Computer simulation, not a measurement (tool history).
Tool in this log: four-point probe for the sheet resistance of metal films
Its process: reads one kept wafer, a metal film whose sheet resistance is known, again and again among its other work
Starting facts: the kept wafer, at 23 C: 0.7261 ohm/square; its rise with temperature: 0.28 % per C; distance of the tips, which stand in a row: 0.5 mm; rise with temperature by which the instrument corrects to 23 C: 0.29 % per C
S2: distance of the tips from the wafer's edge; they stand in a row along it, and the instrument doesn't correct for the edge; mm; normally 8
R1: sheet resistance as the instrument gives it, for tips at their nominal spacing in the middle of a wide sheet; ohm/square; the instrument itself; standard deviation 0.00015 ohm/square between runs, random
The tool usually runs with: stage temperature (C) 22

run 1 hour=0 | stage_temperature_(C)=22 S2=8 | R1=0.72803
run 2 hour=53 | stage_temperature_(C)=25 S2=8 | R1=0.727679
run 3 hour=102.5 | stage_temperature_(C)=22 S2=8 | R1=0.728363
run 4 hour=132.5 | stage_temperature_(C)=22 S2=8 | R1=0.727949
run 5 hour=168 | stage_temperature_(C)=34 S2=8 | R1=0.727236
run 6 hour=229.1 | stage_temperature_(C)=34 S2=8 | R1=0.72722
run 7 hour=271.8 | stage_temperature_(C)=34 S2=8 | R1=0.727125
run 8 hour=305.7 | stage_temperature_(C)=34 S2=8 | R1=0.727293
run 9 hour=338.3 | stage_temperature_(C)=30 S2=8 | R1=0.727264
run 10 hour=390.2 | stage_temperature_(C)=22 S2=6 | R1=0.729481
run 11 hour=438.1 | stage_temperature_(C)=22 S2=8 | R1=0.728325
run 12 hour=502 | stage_temperature_(C)=18 S2=8 | R1=0.729
run 13 hour=553.7 | stage_temperature_(C)=18 S2=8 | R1=0.728803
run 14 hour=588.4 | stage_temperature_(C)=18 S2=8 | R1=0.729052
run 15 hour=621 | stage_temperature_(C)=22 S2=12 | R1=0.727944
run 16 hour=670.1 | stage_temperature_(C)=19 S2=7 | R1=0.729403
run 17 hour=726.3 | stage_temperature_(C)=19 S2=7 | R1=0.729574
run 18 hour=771.1 | stage_temperature_(C)=22 S2=8 | R1=0.728621
run 19 hour=806 | stage_temperature_(C)=35 S2=53 | R1=0.726299
run 20 hour=868.6 | stage_temperature_(C)=31 S2=4 | R1=0.732517
run 21 hour=920.3 | stage_temperature_(C)=34 S2=3 | R1=0.737307
run 22 hour=962 | stage_temperature_(C)=24 S2=45 | R1=0.727475
run 23 hour=1026.7 | stage_temperature_(C)=24 S2=12 | R1=0.728076
run 24 hour=1080.8 | stage_temperature_(C)=22 S2=41 | R1=0.727965
run 25 hour=1132.3 | stage_temperature_(C)=28 S2=15 | R1=0.727664
run 26 hour=1189.6 | stage_temperature_(C)=18 S2=11 | R1=0.728959
run 27 hour=1250 | stage_temperature_(C)=23 S2=7 | R1=0.729764

Forecast each of these 4 alternatives for the next run:
run A hour=1281.4 | stage_temperature_(C)=20 S2=13 | R1=?
run B hour=1281.4 | stage_temperature_(C)=25 S2=32 | R1=?
run C hour=1281.4 | stage_temperature_(C)=25 S2=17 | R1=?
run D hour=1281.4 | stage_temperature_(C)=19 S2=21 | R1=?

run=A R1=0.728529
run=B R1=0.727585
run=C R1=0.727828
run=D R1=0.728189
With no hidden state in the tool, these same runs would have given:
run=A R1=0.726868
run=B R1=0.725914
run=C R1=0.726156
run=D R1=0.726532
